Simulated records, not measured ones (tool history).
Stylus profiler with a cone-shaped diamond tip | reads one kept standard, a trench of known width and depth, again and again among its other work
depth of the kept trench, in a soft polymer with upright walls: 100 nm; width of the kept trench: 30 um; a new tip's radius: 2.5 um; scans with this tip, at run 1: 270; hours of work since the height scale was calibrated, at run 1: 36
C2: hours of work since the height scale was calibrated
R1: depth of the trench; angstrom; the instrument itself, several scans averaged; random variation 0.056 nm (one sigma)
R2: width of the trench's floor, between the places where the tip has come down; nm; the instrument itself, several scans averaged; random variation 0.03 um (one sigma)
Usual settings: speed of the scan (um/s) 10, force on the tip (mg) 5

run 1 day=0 | speed_of_the_scan_(um/s)=10 force_on_the_tip_(mg)=5 | scans_with_this_tip=270 C2=36 | R1=1020.1 R2=28510
run 2 day=1.171 | speed_of_the_scan_(um/s)=10 force_on_the_tip_(mg)=5 | scans_with_this_tip=385 C2=51 | R1=1020.2 R2=28540
run 3 day=2.529 | speed_of_the_scan_(um/s)=10 force_on_the_tip_(mg)=5 | scans_with_this_tip=519 C2=69 | R1=1020.2 R2=28480
run 4 day=4.038 | speed_of_the_scan_(um/s)=10 force_on_the_tip_(mg)=5 | scans_with_this_tip=668 C2=89 | R1=1019.1 R2=28460
run 5 day=5.433 | speed_of_the_scan_(um/s)=10 force_on_the_tip_(mg)=5 | scans_with_this_tip=806 C2=107 | R1=1020.5 R2=28430
run 6 day=6.521 | speed_of_the_scan_(um/s)=10 force_on_the_tip_(mg)=5 | scans_with_this_tip=914 C2=122 | R1=1019.9 R2=28450
run 7 day=7.458 | speed_of_the_scan_(um/s)=24 force_on_the_tip_(mg)=5 | scans_with_this_tip=1006 C2=134 | R1=1020 R2=28440
run 8 day=8.729 | speed_of_the_scan_(um/s)=10 force_on_the_tip_(mg)=12.68 | scans_with_this_tip=1132 C2=151 | R1=1036.3 R2=28480
run 9 day=9.5 | speed_of_the_scan_(um/s)=10 force_on_the_tip_(mg)=12.68 | scans_with_this_tip=1208 C2=161 | R1=1037.1 R2=28470
run 10 day=11.008 | speed_of_the_scan_(um/s)=10 force_on_the_tip_(mg)=5 | scans_with_this_tip=1357 C2=181 | R1=1021.5 R2=28440
run 11 day=12.217 | speed_of_the_scan_(um/s)=30 force_on_the_tip_(mg)=5 | scans_with_this_tip=1476 C2=196 | R1=1020 R2=28440
run 12 day=13.092 | speed_of_the_scan_(um/s)=10 force_on_the_tip_(mg)=5 | scans_with_this_tip=1562 C2=208 | R1=1020.8 R2=28490
run 13 day=14.3 | speed_of_the_scan_(um/s)=10 force_on_the_tip_(mg)=5 | scans_with_this_tip=1682 C2=224 | R1=1020.5 R2=28430
run 14 day=15.708 | speed_of_the_scan_(um/s)=10 force_on_the_tip_(mg)=5 | scans_with_this_tip=1821 C2=242 | R1=1020.4 R2=28460
run 15 day=16.858 | speed_of_the_scan_(um/s)=10 force_on_the_tip_(mg)=5 | scans_with_this_tip=1934 C2=257 | R1=1019.9 R2=28410
run 16 day=17.517 | speed_of_the_scan_(um/s)=10 force_on_the_tip_(mg)=5 | scans_with_this_tip=1999 C2=266 | R1=1020.8 R2=28400
run 17 day=18.483 | speed_of_the_scan_(um/s)=10 force_on_the_tip_(mg)=5 | scans_with_this_tip=2095 C2=279 | R1=1020.7 R2=28420
run 18 day=19.871 | speed_of_the_scan_(um/s)=2 force_on_the_tip_(mg)=5 | scans_with_this_tip=2232 C2=297 | R1=1021.6 R2=28460
run 19 day=20.862 | speed_of_the_scan_(um/s)=10 force_on_the_tip_(mg)=2.12 | scans_with_this_tip=2330 C2=310 | R1=1012.9 R2=28380
run 20 day=22.267 | speed_of_the_scan_(um/s)=33 force_on_the_tip_(mg)=5 | scans_with_this_tip=2468 C2=329 | R1=1020.7 R2=28320
run 21 day=23.75 | speed_of_the_scan_(um/s)=33 force_on_the_tip_(mg)=5 | scans_with_this_tip=2615 C2=348 | R1=1022.2 R2=28240
run 22 day=24.992 | speed_of_the_scan_(um/s)=4 force_on_the_tip_(mg)=2.56 | scans_with_this_tip=2737 C2=364 | R1=1014.5 R2=28370
run 23 day=25.688 | speed_of_the_scan_(um/s)=4 force_on_the_tip_(mg)=2.56 | scans_with_this_tip=2806 C2=373 | R1=1013.8 R2=28380
run 24 day=26.942 | speed_of_the_scan_(um/s)=4 force_on_the_tip_(mg)=2.56 | scans_with_this_tip=2930 C2=390 | R1=1014.8 R2=28350
run 25 day=28.112 | speed_of_the_scan_(um/s)=7 force_on_the_tip_(mg)=8.68 | scans_with_this_tip=3046 C2=405 | R1=1029.9 R2=28330
run 26 day=28.958 | speed_of_the_scan_(um/s)=2 force_on_the_tip_(mg)=5 | scans_with_this_tip=3129 C2=416 | R1=1021.9 R2=28280
run 27 day=30.054 | speed_of_the_scan_(um/s)=2 force_on_the_tip_(mg)=5 | scans_with_this_tip=3237 C2=431 | R1=1021.3 R2=28360
run 28 day=31.575 | speed_of_the_scan_(um/s)=4 force_on_the_tip_(mg)=2.9 | scans_with_this_tip=3387 C2=451 | R1=1016.2 R2=28270
-- day=31.721 height scale calibrated on a step standard
run 29 day=32.35 | speed_of_the_scan_(um/s)=28 force_on_the_tip_(mg)=1.68 | scans_with_this_tip=3462 C2=8 | R1=1012.6 R2=28190
run 30 day=33.125 | speed_of_the_scan_(um/s)=5 force_on_the_tip_(mg)=2.44 | scans_with_this_tip=3539 C2=18 | R1=1014.5 R2=28300
run 31 day=34.371 | speed_of_the_scan_(um/s)=5 force_on_the_tip_(mg)=2.44 | scans_with_this_tip=3661 C2=35 | R1=1015.7 R2=28250
run 32 day=35.458 | speed_of_the_scan_(um/s)=5 force_on_the_tip_(mg)=2.44 | scans_with_this_tip=3769 C2=49 | R1=1015.3 R2=28260
run 33 day=36.879 | speed_of_the_scan_(um/s)=8 force_on_the_tip_(mg)=9.83 | scans_with_this_tip=3909 C2=68 | R1=1032.4 R2=28280
run 34 day=37.854 | speed_of_the_scan_(um/s)=18 force_on_the_tip_(mg)=9.83 | scans_with_this_tip=4005 C2=81 | R1=1034.5 R2=28250
-- day=38.783 height scale calibrated on a step standard, once more
run 35 day=39.217 | speed_of_the_scan_(um/s)=3 force_on_the_tip_(mg)=14.99 | scans_with_this_tip=4138 C2=6 | R1=1041.1 R2=28240
run 36 day=40.008 | speed_of_the_scan_(um/s)=8 force_on_the_tip_(mg)=2.72 | scans_with_this_tip=4216 C2=16 | R1=1012.8 R2=28260
run 37 day=41.15 | speed_of_the_scan_(um/s)=8 force_on_the_tip_(mg)=2.72 | scans_with_this_tip=4329 C2=31 | R1=1013.4 R2=28220
run 38 day=42.362 | speed_of_the_scan_(um/s)=8 force_on_the_tip_(mg)=3.14 | scans_with_this_tip=4448 C2=47 | R1=1014.4 R2=28250
run 39 day=43.133 | speed_of_the_scan_(um/s)=8 force_on_the_tip_(mg)=3.14 | scans_with_this_tip=4525 C2=57 | R1=1013.9 R2=28190
run 40 day=44.342 | speed_of_the_scan_(um/s)=9 force_on_the_tip_(mg)=5 | scans_with_this_tip=4644 C2=73 | R1=1018.2 R2=28210

Forecast each of these 5 alternatives for the next run:
run A day=44.962 | speed_of_the_scan_(um/s)=25 force_on_the_tip_(mg)=4.39 | scans_with_this_tip=4705 C2=81 | R1=? R2=?
run B day=44.962 | speed_of_the_scan_(um/s)=34 force_on_the_tip_(mg)=14.56 | scans_with_this_tip=4705 C2=81 | R1=? R2=?
run C day=44.962 | speed_of_the_scan_(um/s)=36 force_on_the_tip_(mg)=10.71 | scans_with_this_tip=4705 C2=81 | R1=? R2=?
run D day=44.962 | speed_of_the_scan_(um/s)=3 force_on_the_tip_(mg)=2.63 | scans_with_this_tip=4705 C2=81 | R1=? R2=?
run E day=44.962 | speed_of_the_scan_(um/s)=2 force_on_the_tip_(mg)=3.63 | scans_with_this_tip=4705 C2=81 | R1=? R2=?

run=A R1=1018.5 R2=28140
run=B R1=1040.5 R2=28190
run=C R1=1032.8 R2=28060
run=D R1=1013.4 R2=28220
run=E R1=1016.1 R2=28220
Without the tool's hidden state the same runs would have given:
run=A R1=1018.1 R2=28500
run=B R1=1040.1 R2=28550
run=C R1=1032.4 R2=28420
run=D R1=1013 R2=28590
run=E R1=1015.7 R2=28580
